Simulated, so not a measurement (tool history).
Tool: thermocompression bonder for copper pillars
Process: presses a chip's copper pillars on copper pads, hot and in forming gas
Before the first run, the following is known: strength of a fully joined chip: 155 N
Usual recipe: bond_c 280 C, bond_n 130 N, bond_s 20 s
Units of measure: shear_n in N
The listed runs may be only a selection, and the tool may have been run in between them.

run,day,bond_c,bond_n,bond_s,shear_n
1,0.000,280,130,20,99.3
2,1.058,280,130,20,97.1
3,1.958,280,130,20,97.7
4,2.662,280,130,20,97.6
5,3.462,280,130,20,94.9
6,3.992,280,130,51,122.2
7,5.162,280,130,51,123.2
8,5.771,280,108,20,85.4
9,6.508,280,108,20,86.3
10,7.058,280,130,20,97.2
11,8.075,280,131,20,95.8
12,8.900,276,130,20,93.8
13,9.471,280,130,20,97.2
14,10.638,280,130,20,95.5
# day 11.438: force cell calibrated
15,11.496,280,130,20,91.9
16,12.125,280,130,20,91.9
17,13.312,280,145,20,98.1
18,13.904,280,145,20,98.3
19,14.917,280,153,20,98.4
20,16.112,280,130,20,91.0
21,17.254,293,165,11,95.9
22,18.029,293,165,11,95.3
23,18.942,303,160,32,123.8
24,19.917,303,160,32,123.3
25,20.992,289,130,20,94.2
26,22.175,280,130,19,86.8
27,23.150,260,120,20,68.5
# day 24.029: forming gas filter changed
28,24.204,252,185,58,126.5
29,25.358,252,130,32,89.9
30,26.608,252,130,20,74.5
31,27.188,252,130,20,75.5
32,28.088,275,130,16,85.8
33,29.333,275,130,16,85.6
34,29.900,258,87,11,43.8
35,31.104,258,87,11,43.9
36,31.933,258,87,11,44.0
37,32.621,280,95,20,76.3
38,33.329,296,182,24,126.0
39,34.321,296,182,24,128.0

Results per run with the tool's hidden condition removed, run-to-run variation unchanged:
Unlogged tool condition in this case: true temperature of the bond over the reading, C; force that reaches the chip, % of what is set; oxide that the forming gas leaves, % of the face; drift of the gauge itself on shear_n, %.
run,shear_n
1,93.1
2,91.4
3,92.3
4,92.4
5,90.1
6,118.8
7,120.3
8,81.0
9,82.2
10,93.5
11,92.5
12,90.5
13,94.3
14,93.0
15,93.5
16,93.8
17,100.9
18,101.4
19,102.0
20,94.3
21,100.4
22,100.0
23,132.9
24,133.1
25,99.9
26,92.0
27,71.9
28,121.9
29,84.9
30,70.1
31,71.2
32,82.1
33,82.2
34,41.1
35,41.3
36,41.6
37,73.8
38,127.4
39,130.1
